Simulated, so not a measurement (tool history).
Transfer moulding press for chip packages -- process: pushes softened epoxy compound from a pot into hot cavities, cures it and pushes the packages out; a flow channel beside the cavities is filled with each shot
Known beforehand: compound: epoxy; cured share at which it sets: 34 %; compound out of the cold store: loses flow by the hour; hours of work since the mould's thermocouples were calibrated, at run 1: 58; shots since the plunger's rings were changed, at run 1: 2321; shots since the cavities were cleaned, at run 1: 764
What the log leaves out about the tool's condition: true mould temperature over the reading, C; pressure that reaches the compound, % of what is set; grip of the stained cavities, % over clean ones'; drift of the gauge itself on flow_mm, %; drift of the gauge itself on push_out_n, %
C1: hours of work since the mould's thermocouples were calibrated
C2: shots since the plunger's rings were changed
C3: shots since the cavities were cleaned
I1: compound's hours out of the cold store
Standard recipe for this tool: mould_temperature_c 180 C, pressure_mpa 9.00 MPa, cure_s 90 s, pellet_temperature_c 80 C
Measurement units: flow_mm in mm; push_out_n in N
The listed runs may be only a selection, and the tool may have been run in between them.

{"run": 1, "hour": 0.0, "mould_temperature_c": 180, "pressure_mpa": 9.0, "cure_s": 90, "pellet_temperature_c": 80, "C1": 58, "C2": 2321, "C3": 764, "I1": 46.1, "flow_mm": 563, "push_out_n": 1033}
{"run": 2, "hour": 7.6, "mould_temperature_c": 180, "pressure_mpa": 9.0, "cure_s": 90, "pellet_temperature_c": 80, "C1": 61, "C2": 2387, "C3": 830, "I1": 12.5, "flow_mm": 622, "push_out_n": 1085}
{"run": 3, "hour": 17.1, "mould_temperature_c": 181, "pressure_mpa": 9.0, "cure_s": 90, "pellet_temperature_c": 80, "C1": 65, "C2": 2470, "C3": 913, "I1": 26.8, "flow_mm": 589, "push_out_n": 1001}
{"run": 4, "hour": 24.8, "mould_temperature_c": 180, "pressure_mpa": 9.0, "cure_s": 90, "pellet_temperature_c": 88, "C1": 68, "C2": 2538, "C3": 981, "I1": 24.1, "flow_mm": 600, "push_out_n": 1026}
{"run": 5, "hour": 30.6, "mould_temperature_c": 180, "pressure_mpa": 9.0, "cure_s": 90, "pellet_temperature_c": 88, "C1": 70, "C2": 2589, "C3": 1032, "I1": 25.0, "flow_mm": 596, "push_out_n": 1088}
{"hour": 35.7, "done": "cavities cleaned with cleaning compound and waxed"}
{"run": 6, "hour": 40.3, "mould_temperature_c": 180, "pressure_mpa": 9.0, "cure_s": 90, "pellet_temperature_c": 88, "C1": 73, "C2": 2661, "C3": 41, "I1": 25.6, "flow_mm": 591, "push_out_n": 1174}
{"run": 7, "hour": 45.4, "mould_temperature_c": 180, "pressure_mpa": 9.0, "cure_s": 90, "pellet_temperature_c": 78, "C1": 76, "C2": 2706, "C3": 86, "I1": 16.9, "flow_mm": 610, "push_out_n": 1170}
{"run": 8, "hour": 51.8, "mould_temperature_c": 180, "pressure_mpa": 9.0, "cure_s": 90, "pellet_temperature_c": 78, "C1": 78, "C2": 2761, "C3": 141, "I1": 15.6, "flow_mm": 613, "push_out_n": 1165}
{"run": 9, "hour": 60.3, "mould_temperature_c": 180, "pressure_mpa": 9.0, "cure_s": 90, "pellet_temperature_c": 78, "C1": 82, "C2": 2837, "C3": 217, "I1": 9.1, "flow_mm": 617, "push_out_n": 1205}
{"run": 10, "hour": 67.5, "mould_temperature_c": 180, "pressure_mpa": 9.0, "cure_s": 90, "pellet_temperature_c": 78, "C1": 85, "C2": 2900, "C3": 280, "I1": 36.3, "flow_mm": 574, "push_out_n": 1173}
{"run": 11, "hour": 76.9, "mould_temperature_c": 180, "pressure_mpa": 9.0, "cure_s": 90, "pellet_temperature_c": 78, "C1": 89, "C2": 2982, "C3": 362, "I1": 17.5, "flow_mm": 602, "push_out_n": 1197}
{"run": 12, "hour": 82.7, "mould_temperature_c": 180, "pressure_mpa": 9.0, "cure_s": 90, "pellet_temperature_c": 78, "C1": 91, "C2": 3033, "C3": 413, "I1": 35.0, "flow_mm": 569, "push_out_n": 1091}
{"hour": 86.6, "done": "cavities cleaned with cleaning compound and waxed, once more"}
{"run": 13, "hour": 93.5, "mould_temperature_c": 180, "pressure_mpa": 9.0, "cure_s": 90, "pellet_temperature_c": 80, "C1": 95, "C2": 3114, "C3": 60, "I1": 17.8, "flow_mm": 601, "push_out_n": 635}
{"run": 14, "hour": 103.2, "mould_temperature_c": 180, "pressure_mpa": 10.78, "cure_s": 90, "pellet_temperature_c": 80, "C1": 99, "C2": 3199, "C3": 145, "I1": 10.0, "flow_mm": 667, "push_out_n": 730}
{"run": 15, "hour": 113.6, "mould_temperature_c": 180, "pressure_mpa": 10.78, "cure_s": 90, "pellet_temperature_c": 80, "C1": 103, "C2": 3290, "C3": 236, "I1": 37.0, "flow_mm": 619, "push_out_n": 809}
{"run": 16, "hour": 120.3, "mould_temperature_c": 174, "pressure_mpa": 9.0, "cure_s": 90, "pellet_temperature_c": 81, "C1": 106, "C2": 3350, "C3": 296, "I1": 34.6, "flow_mm": 586, "push_out_n": 1305}
{"run": 17, "hour": 125.1, "mould_temperature_c": 174, "pressure_mpa": 9.0, "cure_s": 90, "pellet_temperature_c": 81, "C1": 108, "C2": 3392, "C3": 338, "I1": 27.4, "flow_mm": 594, "push_out_n": 1344}
{"run": 18, "hour": 132.8, "mould_temperature_c": 174, "pressure_mpa": 9.0, "cure_s": 90, "pellet_temperature_c": 81, "C1": 111, "C2": 3459, "C3": 405, "I1": 42.3, "flow_mm": 574, "push_out_n": 1325}
{"run": 19, "hour": 142.9, "mould_temperature_c": 174, "pressure_mpa": 9.0, "cure_s": 90, "pellet_temperature_c": 81, "C1": 115, "C2": 3548, "C3": 494, "I1": 37.9, "flow_mm": 580, "push_out_n": 1464}
{"hour": 147.8, "done": "plunger's sealing rings changed"}
{"run": 20, "hour": 155.5, "mould_temperature_c": 174, "pressure_mpa": 9.0, "cure_s": 90, "pellet_temperature_c": 81, "C1": 119, "C2": 67, "C3": 582, "I1": 23.9, "flow_mm": 642, "push_out_n": 1484}
{"run": 21, "hour": 160.6, "mould_temperature_c": 174, "pressure_mpa": 9.0, "cure_s": 90, "pellet_temperature_c": 81, "C1": 121, "C2": 112, "C3": 627, "I1": 18.9, "flow_mm": 648, "push_out_n": 1555}
{"run": 22, "hour": 167.9, "mould_temperature_c": 174, "pressure_mpa": 9.0, "cure_s": 90, "pellet_temperature_c": 81, "C1": 124, "C2": 176, "C3": 691, "I1": 27.9, "flow_mm": 631, "push_out_n": 1585}
{"run": 23, "hour": 173.5, "mould_temperature_c": 180, "pressure_mpa": 9.0, "cure_s": 81, "pellet_temperature_c": 80, "C1": 127, "C2": 225, "C3": 740, "I1": 9.0, "flow_mm": 655, "push_out_n": 1354}
{"run": 24, "hour": 177.9, "mould_temperature_c": 180, "pressure_mpa": 9.0, "cure_s": 81, "pellet_temperature_c": 80, "C1": 128, "C2": 264, "C3": 779, "I1": 8.7, "flow_mm": 653, "push_out_n": 1336}
{"run": 25, "hour": 185.1, "mould_temperature_c": 180, "pressure_mpa": 8.72, "cure_s": 81, "pellet_temperature_c": 83, "C1": 131, "C2": 327, "C3": 842, "I1": 32.9, "flow_mm": 601, "push_out_n": 1231}
{"run": 26, "hour": 192.4, "mould_temperature_c": 180, "pressure_mpa": 8.72, "cure_s": 81, "pellet_temperature_c": 83, "C1": 134, "C2": 391, "C3": 906, "I1": 44.6, "flow_mm": 581, "push_out_n": 1269}
{"run": 27, "hour": 197.4, "mould_temperature_c": 180, "pressure_mpa": 8.72, "cure_s": 81, "pellet_temperature_c": 83, "C1": 136, "C2": 435, "C3": 950, "I1": 23.2, "flow_mm": 615, "push_out_n": 1277}
{"run": 28, "hour": 202.4, "mould_temperature_c": 180, "pressure_mpa": 7.13, "cure_s": 103, "pellet_temperature_c": 80, "C1": 139, "C2": 479, "C3": 994, "I1": 14.0, "flow_mm": 571, "push_out_n": 912}
{"hour": 211.8, "done": "cavities cleaned with cleaning compound and waxed"}
{"run": 29, "hour": 213.2, "mould_temperature_c": 180, "pressure_mpa": 9.0, "cure_s": 86, "pellet_temperature_c": 72, "C1": 142, "C2": 560, "C3": 12, "I1": 16.1, "flow_mm": 635, "push_out_n": 636}

3 ways to go on from here, each from the tool as it stands after run 29. What would each give?
{"run": "A", "hour": 218.4, "mould_temperature_c": 180, "pressure_mpa": 9.0, "cure_s": 90, "pellet_temperature_c": 90, "C1": 145, "C2": 606, "C3": 58, "I1": 34.8, "flow_mm": "?", "push_out_n": "?"}
{"run": "B", "hour": 218.4, "mould_temperature_c": 179, "pressure_mpa": 9.34, "cure_s": 73, "pellet_temperature_c": 72, "C1": 145, "C2": 606, "C3": 58, "I1": 17.9, "flow_mm": "?", "push_out_n": "?"}
{"run": "C", "hour": 218.4, "mould_temperature_c": 180, "pressure_mpa": 6.91, "cure_s": 86, "pellet_temperature_c": 72, "C1": 145, "C2": 606, "C3": 58, "I1": 15.9, "flow_mm": "?", "push_out_n": "?"}

run=A flow_mm=601 push_out_n=616
run=B flow_mm=646 push_out_n=1143
run=C flow_mm=554 push_out_n=677
What these runs would have given with no unlogged condition in the tool:
run=A flow_mm=609 push_out_n=531
run=B flow_mm=655 push_out_n=997
run=C flow_mm=561 push_out_n=587
